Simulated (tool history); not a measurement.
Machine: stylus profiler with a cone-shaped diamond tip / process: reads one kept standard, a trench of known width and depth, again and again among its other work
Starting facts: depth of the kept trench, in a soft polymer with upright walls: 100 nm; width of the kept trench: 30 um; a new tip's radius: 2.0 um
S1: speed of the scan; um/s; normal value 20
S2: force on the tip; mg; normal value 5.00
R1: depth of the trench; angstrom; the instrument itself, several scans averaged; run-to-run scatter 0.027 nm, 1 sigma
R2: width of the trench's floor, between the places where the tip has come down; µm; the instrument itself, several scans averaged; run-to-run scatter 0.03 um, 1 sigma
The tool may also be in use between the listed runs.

run 1 day=0.000 | S1=20 S2=5.00 | R1=1026.6 R2=28.37
run 2 day=1.704 | S1=10 S2=5.00 | R1=1026.7 R2=28.29
run 3 day=3.854 | S1=10 S2=5.00 | R1=1026.4 R2=28.36
run 4 day=6.033 | S1=10 S2=5.00 | R1=1026.5 R2=28.37
run 5 day=7.950 | S1=10 S2=5.00 | R1=1026.3 R2=28.37
run 6 day=10.396 | S1=10 S2=5.00 | R1=1026.2 R2=28.29
run 7 day=12.083 | S1=10 S2=3.12 | R1=1019.1 R2=28.26
run 8 day=13.808 | S1=11 S2=3.12 | R1=1018.9 R2=28.30
run 9 day=15.971 | S1=11 S2=3.12 | R1=1018.7 R2=28.28
run 10 day=18.804 | S1=11 S2=3.12 | R1=1018.8 R2=28.28
-- day=20.825 new tip fitted, height scale calibrated
run 11 day=20.996 | S1=20 S2=5.00 | R1=1027.4 R2=28.68
run 12 day=23.792 | S1=20 S2=5.00 | R1=1026.7 R2=28.71
run 13 day=26.692 | S1=20 S2=12.86 | R1=1051.2 R2=28.69
run 14 day=28.421 | S1=20 S2=12.86 | R1=1051.3 R2=28.69
run 15 day=30.038 | S1=20 S2=12.86 | R1=1050.8 R2=28.67
run 16 day=32.558 | S1=20 S2=12.86 | R1=1050.4 R2=28.64
run 17 day=34.267 | S1=20 S2=5.00 | R1=1026.7 R2=28.59
run 18 day=35.888 | S1=20 S2=7.01 | R1=1033.8 R2=28.65
run 19 day=37.858 | S1=20 S2=7.01 | R1=1034.1 R2=28.69
run 20 day=40.038 | S1=29 S2=7.01 | R1=1033.8 R2=28.61
run 21 day=42.892 | S1=29 S2=7.01 | R1=1033.7 R2=28.60
run 22 day=45.175 | S1=29 S2=7.01 | R1=1033.4 R2=28.59
run 23 day=47.800 | S1=29 S2=7.01 | R1=1032.9 R2=28.54
run 24 day=49.829 | S1=14 S2=6.49 | R1=1031.4 R2=28.53
run 25 day=52.204 | S1=14 S2=6.49 | R1=1031.0 R2=28.58
run 26 day=54.321 | S1=20 S2=2.99 | R1=1018.2 R2=28.53
run 27 day=56.671 | S1=5 S2=7.56 | R1=1035.2 R2=28.55
run 28 day=59.000 | S1=17 S2=8.73 | R1=1038.3 R2=28.54
run 29 day=60.817 | S1=32 S2=2.86 | R1=1017.1 R2=28.44
run 30 day=63.146 | S1=7 S2=6.93 | R1=1032.2 R2=28.58
run 31 day=64.642 | S1=47 S2=3.87 | R1=1021.4 R2=28.37
run 32 day=66.242 | S1=27 S2=9.94 | R1=1042.1 R2=28.49
run 33 day=67.854 | S1=8 S2=5.00 | R1=1025.5 R2=28.49
-- day=68.092 height scale calibrated on a step standard
run 34 day=69.754 | S1=35 S2=3.87 | R1=1022.9 R2=28.42
run 35 day=72.196 | S1=48 S2=3.87 | R1=1023.1 R2=28.31
run 36 day=74.912 | S1=16 S2=9.47 | R1=1042.0 R2=28.42
run 37 day=76.546 | S1=16 S2=9.47 | R1=1041.6 R2=28.40
run 38 day=78.804 | S1=33 S2=8.45 | R1=1038.4 R2=28.37
run 39 day=79.988 | S1=5 S2=11.93 | R1=1048.1 R2=28.46
run 40 day=81.483 | S1=19 S2=3.66 | R1=1022.1 R2=28.37
run 41 day=82.704 | S1=9 S2=6.24 | R1=1031.5 R2=28.42
run 42 day=84.967 | S1=9 S2=6.24 | R1=1031.1 R2=28.43
run 43 day=87.438 | S1=15 S2=2.31 | R1=1015.2 R2=28.38

Some steps in R1 between neighbouring runs. How much of each would the tool show without its hidden state too (settings, what came in, random variation), and how much is left for the hidden state, with any gauge scatter that isn't in both results?
The hidden state here: radius of the tip, um; height scale over the true one, %; drift of the gauge itself on depth_nm, %; drift of the gauge itself on floor_um, %.
Run 10 -> 11: S1 11 -> 20, S2 3.12 -> 5.00, new tip fitted, height scale calibrated. R1 +8.6 angstrom: hidden state +1.4, all else +7.2.
Run 12 -> 13: S2 5.00 -> 12.86. R1 +24.5 angstrom: hidden state -0.2, all else +24.7.
Run 16 -> 17: S2 12.86 -> 5.00. R1 -23.7 angstrom: hidden state +0.0, all else -23.7.
Run 33 -> 34: S1 8 -> 35, S2 5.00 -> 3.87, height scale calibrated on a step standard. R1 -2.6 angstrom: hidden state +1.6, all else -4.2.
Run 39 -> 40: S1 5 -> 19, S2 11.93 -> 3.66. R1 -26.0 angstrom: hidden state +0.0, all else -26.0.
